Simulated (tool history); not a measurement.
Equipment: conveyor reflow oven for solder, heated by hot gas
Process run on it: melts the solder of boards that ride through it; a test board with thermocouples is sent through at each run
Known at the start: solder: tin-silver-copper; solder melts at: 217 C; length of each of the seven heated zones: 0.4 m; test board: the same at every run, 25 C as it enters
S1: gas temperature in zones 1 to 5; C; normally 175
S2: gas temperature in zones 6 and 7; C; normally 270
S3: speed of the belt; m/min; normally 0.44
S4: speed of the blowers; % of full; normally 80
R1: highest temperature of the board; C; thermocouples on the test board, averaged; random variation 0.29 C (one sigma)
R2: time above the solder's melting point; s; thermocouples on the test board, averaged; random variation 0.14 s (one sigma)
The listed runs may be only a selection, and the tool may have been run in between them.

run,day,S1,S2,S3,S4,R1,R2
1,0,175,270,0.44,80,258.6,90
2,1.604,175,270,0.44,80,258.2,89.6
3,2.988,161,270,0.44,80,256.1,81.7
4,4.158,161,270,0.44,80,255.5,81.4
5,5.433,175,270,0.44,63,254.4,84.5
# day 6.683: flux residue cleaned out of gas plates and filters
6,7.917,175,270,0.44,80,258.1,90.5
# day 8.188: belt drive overhauled, speed set with a stopwatch
7,9.396,175,270,0.367,80,262,113.9
8,10.833,175,270,0.367,80,262.4,113.6
9,12.904,175,267,0.44,80,255.7,88.2
10,14.892,162,270,0.44,80,256.3,83.1
# day 15.375: belt drive overhauled, speed set with a stopwatch, once more
11,16.117,174,266,0.36,73,257.4,110.1
12,18.558,174,266,0.36,73,257.2,109.3
13,19.704,164,278,0.458,89,264.8,85.8
14,20.746,164,278,0.458,89,264.3,85.8
15,22.575,164,278,0.458,89,263.7,85.7
16,24.412,165,261,0.52,55,234.5,40.8
# day 25.004: flux residue cleaned out of gas plates and filters
17,25.738,175,281,0.44,67,265,94
18,27.696,175,270,0.435,53,250.6,81.1
19,29.075,167,270,0.435,53,248.8,75.2
20,31.421,179,280,0.44,78,266.5,97.4

How would selected steps in R1 from run to run divide? Give the signed amount a tool lacking its hidden state would still show from settings, what came in and random variation, and the signed amount left for the hidden state, including any gauge scatter that is not in both of the compared results.
The tool's hidden condition here consists of: heat that the gas passes to the board, % of a clean oven's; belt's true speed, % of the reading; true gas temperature in zones 6 and 7 over the reading, C; drift of the gauge itself on peak_c, C; drift of the gauge itself on liquid_s, %.
Run 5 -> 6: S4 63 -> 80, flux residue cleaned out of gas plates and filters. R1 +3.7 C: hidden state +0.8, all else +2.9.
Run 15 -> 16: S1 164 -> 165, S2 278 -> 261, S3 0.458 -> 0.52, S4 89 -> 55. R1 -29.2 C: hidden state +0.2, all else -29.4.
Run 16 -> 17: S1 165 -> 175, S2 261 -> 281, S3 0.52 -> 0.44, S4 55 -> 67, flux residue cleaned out of gas plates and filters. R1 +30.5 C: hidden state +0.8, all else +29.7.
